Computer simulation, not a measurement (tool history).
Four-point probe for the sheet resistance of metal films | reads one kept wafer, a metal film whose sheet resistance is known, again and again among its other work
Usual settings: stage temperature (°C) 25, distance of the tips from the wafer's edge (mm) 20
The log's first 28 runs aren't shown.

run   hour  stage temperature (°C)  distance of the tips from the wafer's edge (mm)  touches since the probe head was changed  hours of work since the stage's thermometer was calibrated  sheet resistance as the instrument gives it (ohm/square)
 29  770.4                      31                                               55                                     57354                                                         929                                                  0.085237
 30  790.4                      24                                               60                                     57950                                                         939                                                  0.085632
 31  829.1                      27                                               20                                     59099                                                         959                                                  0.085482
 32  860.9                      34                                               11                                     60043                                                         975                                                  0.085150
 33  882.3                      31                                               10                                     60681                                                         986                                                  0.085325
 34  908.9                      25                                               20                                     61471                                                        1000                                                  0.085554
 35  947.6                      22                                               48                                     62620                                                        1020                                                  0.085708
 36  974.6                      25                                               72                                     63423                                                        1033                                                  0.085498

3 ways to go on from here, each from the tool as it stands after run 36. What would each give?
  A  990.7                      19                                               13                                     63902                                                        1042                                                         ?
  B  990.7                      26                                               48                                     63902                                                        1042                                                         ?
  C  990.7                      19                                               72                                     63902                                                        1042                                                         ?

run  sheet resistance as the instrument gives it (ohm/square)
  A                                                  0.085937
  B                                                  0.085500
  C                                                  0.085864
Without the tool's hidden state the same runs would have given:
run  sheet resistance as the instrument gives it (ohm/square)
  A                                                  0.086307
  B                                                  0.085866
  C                                                  0.086233
